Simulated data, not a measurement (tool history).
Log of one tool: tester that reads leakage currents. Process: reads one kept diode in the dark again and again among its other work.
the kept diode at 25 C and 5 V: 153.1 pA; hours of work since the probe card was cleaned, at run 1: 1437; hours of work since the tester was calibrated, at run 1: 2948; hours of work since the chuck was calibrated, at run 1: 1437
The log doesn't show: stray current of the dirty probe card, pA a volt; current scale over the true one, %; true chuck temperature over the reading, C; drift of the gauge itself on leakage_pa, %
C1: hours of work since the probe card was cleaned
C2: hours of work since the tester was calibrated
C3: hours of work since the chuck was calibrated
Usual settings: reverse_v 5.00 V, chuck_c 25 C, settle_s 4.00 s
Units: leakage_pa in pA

Run 1, day 0.000: usual settings; C1 1437; C2 2948; C3 1437. Result: leakage_pa 146.66 pA.
Run 2, day 5.075: usual settings; C1 1533; C2 3044; C3 1533. Result: leakage_pa 146.23 pA.
At day 11.004: chuck's temperature calibrated.
Run 3, day 11.596: usual settings but settle_s 0.54 s; C1 1654; C2 3166; C3 11. Result: leakage_pa 155.26 pA.
Run 4, day 16.654: usual settings; C1 1750; C2 3262; C3 107. Result: leakage_pa 153.02 pA.
Run 5, day 22.012: usual settings but reverse_v 2.05 V; C1 1852; C2 3363; C3 208. Result: leakage_pa 90.79 pA.
Run 6, day 26.658: usual settings but reverse_v 2.05 V; C1 1940; C2 3451; C3 296. Result: leakage_pa 89.47 pA.
Run 7, day 31.388: usual settings but chuck_c 22 C; C1 2029; C2 3540; C3 386. Result: leakage_pa 118.31 pA.
Run 8, day 35.492: usual settings but chuck_c 22 C; C1 2107; C2 3618; C3 463. Result: leakage_pa 117.36 pA.
At day 40.912: probe card cleaned and baked.
Run 9, day 40.967: usual settings but chuck_c 22 C; C1 1; C2 3719; C3 565. Result: leakage_pa 114.95 pA.
Run 10, day 46.492: usual settings but chuck_c 22 C; C1 106; C2 3824; C3 669. Result: leakage_pa 114.28 pA.
Run 11, day 52.404: usual settings but chuck_c 22 C; C1 217; C2 3936; C3 781. Result: leakage_pa 113.74 pA.
Run 12, day 59.767: usual settings; C1 357; C2 4075; C3 920. Result: leakage_pa 147.05 pA.
Run 13, day 63.538: usual settings but reverse_v 3.68 V, settle_s 1.22 s; C1 428; C2 4146; C3 992. Result: leakage_pa 123.45 pA.
Run 14, day 67.346: usual settings but reverse_v 1.97 V, chuck_c 32 C; C1 500; C2 4218; C3 1064. Result: leakage_pa 152.30 pA.
Run 15, day 71.392: usual settings but reverse_v 1.37 V, chuck_c 32 C; C1 577; C2 4295; C3 1140. Result: leakage_pa 121.55 pA.
Run 16, day 76.379: usual settings but reverse_v 1.37 V, chuck_c 32 C; C1 671; C2 4389; C3 1235. Result: leakage_pa 121.12 pA.
Run 17, day 83.679: usual settings but reverse_v 1.37 V, chuck_c 27 C, settle_s 0.78 s; C1 809; C2 4528; C3 1373. Result: leakage_pa 80.91 pA.
Run 18, day 90.571: usual settings but reverse_v 4.14 V, chuck_c 27 C, settle_s 0.44 s; C1 940; C2 4658; C3 1503. Result: leakage_pa 154.63 pA.
Run 19, day 97.383: usual settings but reverse_v 4.14 V, chuck_c 27 C, settle_s 0.44 s; C1 1069; C2 4787; C3 1632. Result: leakage_pa 153.82 pA.
At day 98.029: chuck's temperature calibrated.
Run 20, day 103.554: usual settings but reverse_v 4.14 V, chuck_c 27 C, settle_s 0.44 s; C1 1184; C2 4902; C3 105. Result: leakage_pa 166.55 pA.
Run 21, day 108.862: usual settings but reverse_v 3.42 V, chuck_c 47 C, settle_s 9.85 s; C1 1284; C2 5003; C3 205. Result: leakage_pa 694.36 pA.
Run 22, day 114.588: usual settings but reverse_v 2.29 V, chuck_c 51 C, settle_s 8.06 s; C1 1393; C2 5111; C3 313. Result: leakage_pa 734.49 pA.
Run 23, day 121.138: usual settings but chuck_c 58 C; C1 1517; C2 5235; C3 437. Result: leakage_pa 1890.75 pA.
At day 122.358: tester calibrated.
Run 24, day 127.267: usual settings but reverse_v 6.80 V, chuck_c 26 C, settle_s 3.21 s; C1 1631; C2 93; C3 552. Result: leakage_pa 199.74 pA.

Hidden state at the last listed run before each entry between runs and at the first one after, where it differs:
Between runs 2 and 3: chuck's temperature calibrated (day 11.004)
  stray current of the dirty probe card, pA a volt: 0.278 -> 0.298; current scale over the true one, %: -0.55 -> -0.58; true chuck temperature over the reading, C: -0.64 -> -0.06
  measured less the result without the state, leakage_pa: -7.59 -> -0.33 pA
Between runs 8 and 9: probe card cleaned and baked (day 40.912)
  stray current of the dirty probe card, pA a volt: 0.37 -> 0.024; current scale over the true one, %: -0.66 -> -0.68; true chuck temperature over the reading, C: -0.27 -> -0.32
  measured less the result without the state, leakage_pa: -1.81 -> -4.00 pA
Between runs 19 and 20: chuck's temperature calibrated (day 98.029)
  stray current of the dirty probe card, pA a volt: 0.19 -> 0.208; current scale over the true one, %: -0.88 -> -0.91; true chuck temperature over the reading, C: -0.82 -> 0.07
  measured less the result without the state, leakage_pa: -11.45 -> +0.20 pA
Between runs 23 and 24: tester calibrated (day 122.358)
  stray current of the dirty probe card, pA a volt: 0.259 -> 0.278; current scale over the true one, %: -0.97 -> 0.04; true chuck temperature over the reading, C: -0.08 -> -0.13
  measured less the result without the state, leakage_pa: -27.57 -> -0.26 pA
